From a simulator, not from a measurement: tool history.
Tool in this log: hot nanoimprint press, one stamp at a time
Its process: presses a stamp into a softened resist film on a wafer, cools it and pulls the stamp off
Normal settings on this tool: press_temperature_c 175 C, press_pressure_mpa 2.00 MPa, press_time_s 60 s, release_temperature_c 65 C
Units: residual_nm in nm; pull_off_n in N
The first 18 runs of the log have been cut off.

{"run": 19, "hour": 182.0, "press_temperature_c": 182, "press_pressure_mpa": 1.9, "press_time_s": 100, "release_temperature_c": 51, "residual_nm": 111.6, "pull_off_n": 115}
{"run": 20, "hour": 193.3, "press_temperature_c": 168, "press_pressure_mpa": 1.36, "press_time_s": 36, "release_temperature_c": 65, "residual_nm": 244.2, "pull_off_n": 102}
{"run": 21, "hour": 202.3, "press_temperature_c": 168, "press_pressure_mpa": 1.36, "press_time_s": 36, "release_temperature_c": 65, "residual_nm": 243.3, "pull_off_n": 107}
{"run": 22, "hour": 209.4, "press_temperature_c": 176, "press_pressure_mpa": 1.77, "press_time_s": 58, "release_temperature_c": 56, "residual_nm": 168.5, "pull_off_n": 112}
{"hour": 220.8, "done": "plate thermocouple calibrated, once more"}
{"run": 23, "hour": 222.7, "press_temperature_c": 175, "press_pressure_mpa": 1.45, "press_time_s": 80, "release_temperature_c": 65, "residual_nm": 163.2, "pull_off_n": 110}
{"run": 24, "hour": 231.0, "press_temperature_c": 165, "press_pressure_mpa": 2.0, "press_time_s": 96, "release_temperature_c": 65, "residual_nm": 179.5, "pull_off_n": 104}
{"run": 25, "hour": 244.1, "press_temperature_c": 165, "press_pressure_mpa": 2.0, "press_time_s": 89, "release_temperature_c": 71, "residual_nm": 187.1, "pull_off_n": 97}
{"run": 26, "hour": 254.2, "press_temperature_c": 174, "press_pressure_mpa": 2.0, "press_time_s": 47, "release_temperature_c": 60, "residual_nm": 174.9, "pull_off_n": 116}
{"run": 27, "hour": 266.9, "press_temperature_c": 174, "press_pressure_mpa": 2.0, "press_time_s": 47, "release_temperature_c": 60, "residual_nm": 174.8, "pull_off_n": 111}
{"run": 28, "hour": 276.3, "press_temperature_c": 167, "press_pressure_mpa": 1.58, "press_time_s": 47, "release_temperature_c": 60, "residual_nm": 223.7, "pull_off_n": 113}
{"run": 29, "hour": 286.7, "press_temperature_c": 167, "press_pressure_mpa": 1.58, "press_time_s": 47, "release_temperature_c": 60, "residual_nm": 221.8, "pull_off_n": 113}
{"run": 30, "hour": 294.7, "press_temperature_c": 167, "press_pressure_mpa": 1.58, "press_time_s": 47, "release_temperature_c": 60, "residual_nm": 223.9, "pull_off_n": 113}

Below are 4 alternative next runs, each starting from the tool's condition after run 30. Predict each:
{"run": "A", "hour": 308.1, "press_temperature_c": 167, "press_pressure_mpa": 1.58, "press_time_s": 47, "release_temperature_c": 53, "residual_nm": "?", "pull_off_n": "?"}
{"run": "B", "hour": 308.1, "press_temperature_c": 175, "press_pressure_mpa": 2.0, "press_time_s": 60, "release_temperature_c": 66, "residual_nm": "?", "pull_off_n": "?"}
{"run": "C", "hour": 308.1, "press_temperature_c": 169, "press_pressure_mpa": 2.0, "press_time_s": 43, "release_temperature_c": 52, "residual_nm": "?", "pull_off_n": "?"}
{"run": "D", "hour": 308.1, "press_temperature_c": 172, "press_pressure_mpa": 1.36, "press_time_s": 92, "release_temperature_c": 60, "residual_nm": "?", "pull_off_n": "?"}

run=A residual_nm=225.4 pull_off_n=117
run=B residual_nm=156.8 pull_off_n=113
run=C residual_nm=204.1 pull_off_n=123
run=D residual_nm=173.7 pull_off_n=118
The same runs, with their run-to-run variation unchanged, on a tool lacking any hidden condition would have given:
run=A residual_nm=223.1 pull_off_n=104
run=B residual_nm=154.2 pull_off_n=100
run=C residual_nm=201.4 pull_off_n=109
run=D residual_nm=171.4 pull_off_n=105

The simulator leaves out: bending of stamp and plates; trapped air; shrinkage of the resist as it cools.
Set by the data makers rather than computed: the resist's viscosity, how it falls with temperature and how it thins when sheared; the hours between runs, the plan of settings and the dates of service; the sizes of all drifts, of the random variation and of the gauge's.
